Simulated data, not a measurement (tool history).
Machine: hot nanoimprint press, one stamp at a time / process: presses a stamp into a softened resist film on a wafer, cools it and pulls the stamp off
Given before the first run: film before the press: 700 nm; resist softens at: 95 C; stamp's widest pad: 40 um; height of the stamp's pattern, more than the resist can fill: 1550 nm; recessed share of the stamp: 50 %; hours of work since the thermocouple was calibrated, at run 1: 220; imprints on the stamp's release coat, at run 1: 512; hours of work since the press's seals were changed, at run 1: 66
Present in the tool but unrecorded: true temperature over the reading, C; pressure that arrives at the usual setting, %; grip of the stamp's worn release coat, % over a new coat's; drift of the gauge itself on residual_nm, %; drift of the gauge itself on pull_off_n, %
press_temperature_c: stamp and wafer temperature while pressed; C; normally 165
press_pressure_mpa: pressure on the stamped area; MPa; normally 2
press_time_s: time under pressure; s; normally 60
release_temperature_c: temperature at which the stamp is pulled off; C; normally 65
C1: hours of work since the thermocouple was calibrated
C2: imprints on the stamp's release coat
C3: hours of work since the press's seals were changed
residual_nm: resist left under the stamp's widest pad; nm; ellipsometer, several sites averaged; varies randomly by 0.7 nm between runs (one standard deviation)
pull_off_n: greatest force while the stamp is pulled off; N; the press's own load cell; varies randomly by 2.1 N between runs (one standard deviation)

Run 1, hour 0: usual settings; C1 220; C2 512; C3 66. Result: residual_nm 274.9 nm, pull_off_n 228 N.
At hour 26.7: stamp cleaned and given a new release coat.
Run 2, hour 36.7: usual settings; C1 239; C2 47; C3 85. Result: residual_nm 275.8 nm, pull_off_n 200 N.
Run 3, hour 62.6: usual settings; C1 254; C2 170; C3 101. Result: residual_nm 274.9 nm, pull_off_n 202 N.
Run 4, hour 77.4: usual settings but release_temperature_c 71 C; C1 264; C2 240; C3 110. Result: residual_nm 276.1 nm, pull_off_n 198 N.
Run 5, hour 94.5: usual settings but release_temperature_c 53 C; C1 274; C2 321; C3 121. Result: residual_nm 275.5 nm, pull_off_n 249 N.
Run 6, hour 119.4: usual settings but release_temperature_c 53 C; C1 289; C2 438; C3 136. Result: residual_nm 278.1 nm, pull_off_n 260 N.
Run 7, hour 138.7: usual settings; C1 301; C2 529; C3 148. Result: residual_nm 277.6 nm, pull_off_n 232 N.
Run 8, hour 153: usual settings; C1 310; C2 597; C3 156. Result: residual_nm 277.8 nm, pull_off_n 239 N.
At hour 161.4: stamp cleaned and given a new release coat.
Run 9, hour 180.5: usual settings; C1 323; C2 91; C3 170. Result: residual_nm 278.9 nm, pull_off_n 205 N.
Run 10, hour 197.8: usual settings; C1 334; C2 173; C3 180. Result: residual_nm 279.9 nm, pull_off_n 210 N.
At hour 211.3: plate thermocouple calibrated.
Run 11, hour 216.5: usual settings; C1 3; C2 247; C3 190. Result: residual_nm 269.4 nm, pull_off_n 212 N.
Run 12, hour 243.5: usual settings; C1 20; C2 375; C3 206. Result: residual_nm 269.2 nm, pull_off_n 214 N.
Run 13, hour 272.9: usual settings; C1 38; C2 513; C3 224. Result: residual_nm 268.8 nm, pull_off_n 227 N.
At hour 299.8: stamp cleaned and given a new release coat.
Run 14, hour 307.6: usual settings but press_pressure_mpa 1.66 MPa; C1 55; C2 37; C3 242. Result: residual_nm 292.8 nm, pull_off_n 197 N.
Run 15, hour 324.8: usual settings but press_pressure_mpa 1.52 MPa; C1 66; C2 118; C3 253. Result: residual_nm 305.7 nm, pull_off_n 200 N.
Run 16, hour 349.4: usual settings but press_pressure_mpa 1.52 MPa; C1 81; C2 235; C3 268. Result: residual_nm 305.2 nm, pull_off_n 208 N.
Run 17, hour 378.3: usual settings but press_temperature_c 174 C, press_pressure_mpa 1.3 MPa, press_time_s 36 s, release_temperature_c 61 C; C1 99; C2 371; C3 285. Result: residual_nm 298.6 nm, pull_off_n 231 N.
Run 18, hour 408.1: usual settings but press_temperature_c 174 C, press_pressure_mpa 2.29 MPa, press_time_s 36 s, release_temperature_c 61 C; C1 117; C2 512; C3 304. Result: residual_nm 233.9 nm, pull_off_n 242 N.
At hour 435.3: stamp cleaned and given a new release coat.
Run 19, hour 438.8: usual settings but press_temperature_c 156 C, press_pressure_mpa 2.46 MPa; C1 132; C2 17; C3 319. Result: residual_nm 351 nm, pull_off_n 197 N.
Run 20, hour 455.7: usual settings but press_temperature_c 156 C, press_pressure_mpa 2.46 MPa; C1 142; C2 96; C3 329. Result: residual_nm 349.7 nm, pull_off_n 198 N.

Estimate the outcome of run 21 from the log above:
Run 21, hour 475.8: usual settings but press_temperature_c 177 C, press_pressure_mpa 1.9 MPa, press_time_s 92 s, release_temperature_c 62 C; C1 155; C2 192; C3 341. Result: residual_nm ?, pull_off_n ?.

residual_nm: 152.2 nm
pull_off_n: 218 N
With no hidden state in the tool, this same run would have given residual_nm 147.1 nm, pull_off_n 203 N.
